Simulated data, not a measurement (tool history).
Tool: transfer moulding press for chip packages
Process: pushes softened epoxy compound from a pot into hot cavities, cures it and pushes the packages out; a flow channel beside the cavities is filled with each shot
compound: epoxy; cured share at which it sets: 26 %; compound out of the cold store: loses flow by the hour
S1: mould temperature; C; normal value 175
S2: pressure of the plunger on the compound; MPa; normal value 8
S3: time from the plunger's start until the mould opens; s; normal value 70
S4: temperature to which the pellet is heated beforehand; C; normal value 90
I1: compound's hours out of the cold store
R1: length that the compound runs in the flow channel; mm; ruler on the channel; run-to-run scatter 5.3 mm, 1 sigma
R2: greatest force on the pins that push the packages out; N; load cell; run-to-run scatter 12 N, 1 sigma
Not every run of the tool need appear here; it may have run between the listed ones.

Run 1, hour 0: usual settings; I1 19.5. Result: R1 551 mm, R2 816 N.
At hour 7.5: cavities cleaned with cleaning compound and waxed.
Run 2, hour 11.6: usual settings; I1 33.8. Result: R1 489 mm, R2 571 N.
Run 3, hour 25.7: usual settings but S2 8.12 MPa; I1 12.4. Result: R1 572 mm, R2 703 N.
Run 4, hour 34: usual settings but S2 8.12 MPa; I1 23.6. Result: R1 538 mm, R2 755 N.
Run 5, hour 42.1: usual settings but S2 8.12 MPa, S3 92 s; I1 27.5. Result: R1 510 mm, R2 505 N.
At hour 54.2: cavities cleaned with cleaning compound and waxed.
Run 6, hour 54.2: usual settings but S2 8.12 MPa, S3 92 s; I1 39.4. Result: R1 476 mm, R2 350 N.
Run 7, hour 63.1: usual settings but S2 8.12 MPa, S3 92 s; I1 27.6. Result: R1 502 mm, R2 400 N.
Run 8, hour 77.5: usual settings but S4 94 C; I1 36.8. Result: R1 469 mm, R2 700 N.
Run 9, hour 87.5: usual settings but S4 94 C; I1 29.9. Result: R1 491 mm, R2 730 N.
Run 10, hour 95.5: usual settings but S1 176 C; I1 37.7. Result: R1 470 mm, R2 733 N.
At hour 100.8: cavities cleaned with cleaning compound and waxed.
At hour 106.4: plunger's sealing rings changed.
Run 11, hour 111.5: usual settings but S1 176 C; I1 37.7. Result: R1 509 mm, R2 548 N.
Run 12, hour 124.6: usual settings but S1 176 C; I1 12.9. Result: R1 591 mm, R2 692 N.
Run 13, hour 132.4: usual settings; I1 47.8. Result: R1 473 mm, R2 708 N.
Run 14, hour 140.2: usual settings; I1 18.2. Result: R1 574 mm, R2 814 N.
Run 15, hour 147.4: usual settings; I1 36.5. Result: R1 501 mm, R2 790 N.
At hour 149.7: cavities cleaned with cleaning compound and waxed.
Run 16, hour 162.3: usual settings but S1 180 C, S2 7.45 MPa, S3 64 s; I1 35.6. Result: R1 481 mm, R2 555 N.
Run 17, hour 178.8: usual settings but S2 9.88 MPa, S4 84 C; I1 25. Result: R1 594 mm, R2 784 N.
At hour 195.7: cavities cleaned with cleaning compound and waxed.
Run 18, hour 196.9: usual settings but S1 170 C, S2 9.23 MPa, S3 81 s, S4 93 C; I1 14.2. Result: R1 642 mm, R2 586 N.
Run 19, hour 208.5: usual settings but S1 182 C, S4 86 C; I1 35.1. Result: R1 486 mm, R2 461 N.
Run 20, hour 220: usual settings but S1 178 C, S2 7.1 MPa, S3 73 s; I1 31.8. Result: R1 468 mm, R2 537 N.
Run 21, hour 235.5: usual settings but S1 181 C, S2 7.1 MPa, S3 73 s; I1 21.2. Result: R1 506 mm, R2 565 N.
At hour 241.7: cavities cleaned with cleaning compound and waxed.
Run 22, hour 251.8: usual settings but S1 181 C, S2 7.1 MPa, S3 73 s; I1 16.9. Result: R1 513 mm, R2 436 N.
Run 23, hour 267.5: usual settings but S2 9.96 MPa, S3 66 s; I1 12.5. Result: R1 646 mm, R2 937 N.
Run 24, hour 280: usual settings but S2 9.96 MPa, S3 66 s; I1 42. Result: R1 535 mm, R2 884 N.
At hour 287.4: cavities cleaned with cleaning compound and waxed.
Run 25, hour 294.9: usual settings but S2 9.74 MPa, S3 51 s; I1 18.4. Result: R1 602 mm, R2 1423 N.
Run 26, hour 306.8: usual settings but S2 9.74 MPa, S3 87 s; I1 43.8. Result: R1 514 mm, R2 457 N.
Run 27, hour 319.8: usual settings but S1 169 C, S2 9.74 MPa, S3 103 s; I1 8.5. Result: R1 652 mm, R2 544 N.
Run 28, hour 330.1: usual settings but S1 169 C, S2 9.74 MPa, S3 103 s; I1 30.8. Result: R1 566 mm, R2 587 N.
At hour 333.9: cavities cleaned with cleaning compound and waxed.
Run 29, hour 343: usual settings but S1 169 C, S2 8.21 MPa, S3 103 s, S4 93 C; I1 47.6. Result: R1 459 mm, R2 424 N.

Some steps in R1 between neighbouring runs. How much of each would the tool show without its hidden state too (settings, what came in, random variation), and how much is left for the hidden state, with any gauge scatter that isn't in both results?
Unlogged tool condition in this case: true mould temperature over the reading, C; pressure that reaches the compound, % of what is set; grip of the stained cavities, % over clean ones'; drift of the gauge itself on flow_mm, %; drift of the gauge itself on push_out_n, %.
Run 10 -> 11: cavities cleaned with cleaning compound and waxed, plunger's sealing rings changed. R1 +39 mm: hidden state +36, all else +3.
Run 18 -> 19: S1 170 -> 182, S2 9.23 -> 8, S3 81 -> 70, S4 93 -> 86. R1 -156 mm: hidden state +2, all else -158.
Run 26 -> 27: S1 175 -> 169, S3 87 -> 103. R1 +138 mm: hidden state -8, all else +146.

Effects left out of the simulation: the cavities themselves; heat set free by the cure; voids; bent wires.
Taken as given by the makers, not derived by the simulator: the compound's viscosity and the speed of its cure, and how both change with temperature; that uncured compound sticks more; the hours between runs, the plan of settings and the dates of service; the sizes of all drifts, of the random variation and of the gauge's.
